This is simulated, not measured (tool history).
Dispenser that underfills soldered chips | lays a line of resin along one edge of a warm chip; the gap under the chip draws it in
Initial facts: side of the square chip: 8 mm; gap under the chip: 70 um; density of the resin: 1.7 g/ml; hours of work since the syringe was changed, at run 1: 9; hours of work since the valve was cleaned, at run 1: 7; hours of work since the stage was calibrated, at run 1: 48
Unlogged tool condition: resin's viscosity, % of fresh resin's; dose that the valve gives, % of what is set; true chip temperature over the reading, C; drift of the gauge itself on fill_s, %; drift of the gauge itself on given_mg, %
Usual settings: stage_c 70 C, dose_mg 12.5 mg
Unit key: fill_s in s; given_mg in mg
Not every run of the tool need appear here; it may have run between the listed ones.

run,hour,stage_c,dose_mg,hours of work since the syringe was changed,hours of work since the valve was cleaned,hours of work since the stage was calibrated,fill_s,given_mg
1,0.0,70,12.5,9,7,48,24.9,12.47
# hour 3.0: new syringe of resin
2,5.5,70,12.5,2,10,52,15.5,12.44
3,9.0,70,12.5,4,13,54,18.4,12.43
4,14.5,70,12.5,8,16,58,22.5,12.42
# hour 19.5: new syringe of resin
5,20.1,77,12.5,0,20,62,11.0,12.39
6,24.8,58,12.5,4,23,65,28.8,12.37
7,27.3,70,12.4,5,25,67,19.7,12.19
8,32.5,70,15.4,9,29,70,23.9,15.16
9,35.4,70,15.4,11,31,72,26.8,15.18
# hour 36.0: new syringe of resin
10,38.4,70,15.4,2,32,74,16.2,15.15
11,43.2,61,12.6,5,36,77,27.4,12.36
12,48.6,58,12.2,9,39,81,39.5,11.96
# hour 52.9: new syringe of resin
13,53.6,58,12.2,0,43,84,24.3,11.94
14,59.4,58,12.2,4,47,88,30.8,11.93
15,62.6,68,13.1,7,49,91,22.6,12.77
16,66.6,80,14.2,9,52,93,17.0,13.78

Estimate the outcome of run 17 from the log above:
# hour 69.6: new syringe of resin
17,72.1,73,14.2,2,55,97,?,?

Run 17 measured fill_s 13.6 s, given_mg 13.75 mg.
The same run, on a tool lacking any hidden state, would have yielded fill_s 12.3 s, given_mg 14.16 mg.

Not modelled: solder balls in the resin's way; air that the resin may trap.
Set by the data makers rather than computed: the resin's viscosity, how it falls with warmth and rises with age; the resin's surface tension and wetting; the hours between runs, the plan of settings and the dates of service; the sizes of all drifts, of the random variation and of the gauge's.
